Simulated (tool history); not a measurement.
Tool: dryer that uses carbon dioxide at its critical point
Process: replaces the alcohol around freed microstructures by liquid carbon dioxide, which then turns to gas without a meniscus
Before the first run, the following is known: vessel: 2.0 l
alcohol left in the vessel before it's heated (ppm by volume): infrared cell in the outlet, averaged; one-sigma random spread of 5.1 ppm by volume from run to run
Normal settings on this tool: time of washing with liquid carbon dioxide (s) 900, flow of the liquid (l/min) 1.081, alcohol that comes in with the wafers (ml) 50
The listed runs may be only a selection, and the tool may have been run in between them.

run   hour  time of washing with liquid carbon dioxide (s)  flow of the liquid (l/min)  alcohol that comes in with the wafers (ml)  alcohol left in the vessel before it's heated (ppm by volume)
  1    0.0                                             900                       1.081                                          50                                                            138
  2   12.9                                             900                       1.081                                          50                                                            137
  3   32.3                                             900                       1.081                                          50                                                            137
  4   50.1                                             900                       1.081                                          50                                                            140
  5   66.3                                             900                       1.081                                          50                                                            158
  6   85.9                                             900                       1.081                                          50                                                            150
  7  100.7                                             900                       1.081                                          50                                                            151
  8  122.0                                             900                       1.081                                          34                                                            145
  9  137.2                                             900                       1.081                                          50                                                            175
 10  147.3                                             900                       1.081                                          50                                                            179
 11  164.2                                             900                       1.081                                          31                                                            147
 12  174.2                                             900                       1.081                                          50                                                            179
 13  187.3                                             900                       1.081                                          50                                                            179
 14  205.5                                             900                       1.081                                          50                                                            202
 15  226.4                                             900                       1.081                                          50                                                            200
 16  239.6                                             600                       1.140                                          21                                                            322
 17  254.3                                             600                       1.140                                          21                                                            329
 18  273.9                                             900                       1.081                                          81                                                            284
 19  285.1                                             780                       1.630                                          81                                                            140
     298.3  -- inlet filter changed
 20  303.1                                             780                       1.630                                          81                                                            117
 21  322.0                                             900                       0.810                                          50                                                            404
 22  339.3                                             900                       0.810                                          50                                                            394
 23  355.3                                             900                       0.810                                          50                                                            411
 24  370.3                                             660                       1.090                                          50                                                            449
 25  384.3                                             660                       1.090                                          58                                                            509
 26  404.8                                            1320                       1.680                                          23                                                            107
 27  421.6                                            1080                       1.170                                          45                                                            121
 28  439.4                                            1080                       1.170                                          45                                                            129
 29  448.2                                             900                       1.190                                          90                                                            207

5 options for the next run, each taken on its own from the tool as it stands now. Forecast them:
  A  465.2                                            1260                       1.050                                          50                                                              ?
  B  465.2                                             900                       1.020                                          50                                                              ?
  C  465.2                                             960                       1.090                                          52                                                              ?
  D  465.2                                             960                       1.081                                          50                                                              ?
  E  465.2                                            1200                       1.740                                          31                                                              ?

run  alcohol left in the vessel before it's heated (ppm by volume)
  A                                                            126
  B                                                            253
  C                                                            184
  D                                                            181
  E                                                            114
Without the tool's hidden state the same runs would have given:
run  alcohol left in the vessel before it's heated (ppm by volume)
  A                                                              8
  B                                                             93
  C                                                             47
  D                                                             44
  E                                                              5
